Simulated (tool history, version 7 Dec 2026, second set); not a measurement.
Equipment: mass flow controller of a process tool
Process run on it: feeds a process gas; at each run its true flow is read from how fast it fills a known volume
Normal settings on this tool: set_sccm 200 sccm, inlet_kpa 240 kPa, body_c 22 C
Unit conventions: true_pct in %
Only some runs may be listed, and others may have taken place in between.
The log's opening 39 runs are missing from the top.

run      day  set_sccm  inlet_kpa  body_c  hours of work since the controller was set to zero  hours of work since the controller was changed  true_pct
 40  105.825       103        154      20                                                2139                                            2139     94.70
 41  108.171       422        199      27                                                2173                                            2173     98.46
 42  110.604       102        145      25                                                2209                                            2209     94.38
 43  113.071       223        157      24                                                2245                                            2245     96.42
 44  115.796       223        157      24                                                2284                                            2284     96.37
 45  119.379       223        157      37                                                2336                                            2336     96.05
 46  121.154        66        157      27                                                2362                                            2362     92.52
 47  124.979       166        240      35                                                2418                                            2418     95.92
 48  128.696       166        240      35                                                2472                                            2472     95.85
 49  131.121        61        181      25                                                2507                                            2507     92.15

What if the next run were any one of these 3? Each begins from the tool's condition after run 49:
  A  132.921        63        198      21                                                2534                                            2534         ?
  B  132.921        77        247      24                                                2534                                            2534         ?
  C  132.921       406        265      22                                                2534                                            2534         ?

run  true_pct
  A     92.57
  B     93.73
  C     98.86
What these runs would have given with no unlogged condition in the tool:
run  true_pct
  A     97.52
  B     97.87
  C    100.03
